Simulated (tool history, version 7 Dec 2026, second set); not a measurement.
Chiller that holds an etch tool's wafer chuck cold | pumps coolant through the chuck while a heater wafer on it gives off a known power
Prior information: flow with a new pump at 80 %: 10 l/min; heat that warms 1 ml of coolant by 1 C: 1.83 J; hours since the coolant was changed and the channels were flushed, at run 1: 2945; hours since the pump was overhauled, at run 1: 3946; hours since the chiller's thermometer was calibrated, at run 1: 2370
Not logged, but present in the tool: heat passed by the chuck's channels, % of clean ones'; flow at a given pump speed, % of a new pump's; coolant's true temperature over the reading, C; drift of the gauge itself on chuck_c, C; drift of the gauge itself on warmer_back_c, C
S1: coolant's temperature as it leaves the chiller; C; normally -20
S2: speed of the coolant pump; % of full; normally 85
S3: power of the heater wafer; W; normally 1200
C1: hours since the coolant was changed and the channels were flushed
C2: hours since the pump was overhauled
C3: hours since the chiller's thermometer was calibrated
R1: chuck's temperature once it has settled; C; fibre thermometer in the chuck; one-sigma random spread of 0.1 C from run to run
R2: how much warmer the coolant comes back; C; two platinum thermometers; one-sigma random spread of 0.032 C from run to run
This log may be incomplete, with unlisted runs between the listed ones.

| run | hour | S1 | S2 | S3 | C1 | C2 | C3 | R1 | R2 |
|---|---|---|---|---|---|---|---|---|---|
| 1 | 0.0 | -20 | 85 | 1200 | 2945 | 3946 | 2370 | -10.3 | 4.12 |
| 2 | 95.0 | -20 | 85 | 1200 | 3040 | 4041 | 2465 | -10.2 | 4.05 |
| 3 | 256.3 | -20 | 79 | 1200 | 3201 | 4203 | 2627 | -9.8 | 4.42 |
| 4 | 365.1 | -20 | 79 | 1200 | 3310 | 4312 | 2736 | -9.7 | 4.44 |
| 5 | 472.3 | -20 | 85 | 1200 | 3418 | 4419 | 2843 | -10.2 | 4.16 |
| 6 | 590.5 | -20 | 85 | 1200 | 3536 | 4537 | 2961 | -10.2 | 4.19 |
|  | 604.5 | coolant pump overhauled |
| 7 | 776.8 | -20 | 85 | 1200 | 3717 | 172 | 3142 | -9.5 | 4.43 |
|  | 820.4 | coolant changed, channels flushed |
| 8 | 982.3 | -20 | 85 | 1200 | 162 | 372 | 3342 | -10.0 | 4.50 |
| 9 | 1130.5 | -20 | 85 | 1200 | 310 | 520 | 3490 | -10.1 | 4.47 |
|  | 1224.5 | coolant pump overhauled, once more |
| 10 | 1315.1 | -20 | 85 | 1200 | 490 | 91 | 3670 | -11.6 | 3.73 |
| 11 | 1505.8 | -20 | 85 | 1200 | 680 | 281 | 3860 | -11.3 | 3.67 |
| 12 | 1678.4 | -20 | 63 | 770 | 853 | 454 | 4033 | -12.8 | 3.22 |
| 13 | 1846.3 | -13 | 75 | 1058 | 1021 | 622 | 4201 | -4.5 | 3.76 |
| 14 | 1980.8 | -13 | 75 | 926 | 1155 | 756 | 4335 | -5.5 | 3.27 |
| 15 | 2078.0 | -19 | 88 | 1200 | 1253 | 853 | 4432 | -10.4 | 3.64 |
| 16 | 2291.2 | -25 | 88 | 1436 | 1466 | 1067 | 4646 | -14.7 | 4.41 |
| 17 | 2441.5 | -25 | 88 | 1436 | 1616 | 1217 | 4796 | -14.5 | 4.38 |
| 18 | 2648.1 | -13 | 84 | 918 | 1823 | 1424 | 5003 | -5.9 | 2.96 |
| 19 | 2841.9 | -25 | 96 | 1059 | 2017 | 1617 | 5196 | -17.6 | 3.06 |

What if the next run were any one of these 4? Each begins from the tool's condition after run 19:
| A | 2947.1 | -25 | 78 | 708 | 2122 | 1723 | 5302 | ? | ? |
| B | 2947.1 | -20 | 68 | 1200 | 2122 | 1723 | 5302 | ? | ? |
| C | 2947.1 | -27 | 85 | 1272 | 2122 | 1723 | 5302 | ? | ? |
| D | 2947.1 | -12 | 85 | 623 | 2122 | 1723 | 5302 | ? | ? |

| run | R1 | R2 |
|---|---|---|
| A | -19.1 | 2.45 |
| B | -8.9 | 4.80 |
| C | -17.3 | 4.06 |
| D | -7.1 | 2.01 |
Without the tool's hidden state the same runs would have given:
| run | R1 | R2 |
|---|---|---|
| A | -19.7 | 2.35 |
| B | -9.9 | 4.61 |
| C | -18.3 | 3.89 |
| D | -7.8 | 1.93 |

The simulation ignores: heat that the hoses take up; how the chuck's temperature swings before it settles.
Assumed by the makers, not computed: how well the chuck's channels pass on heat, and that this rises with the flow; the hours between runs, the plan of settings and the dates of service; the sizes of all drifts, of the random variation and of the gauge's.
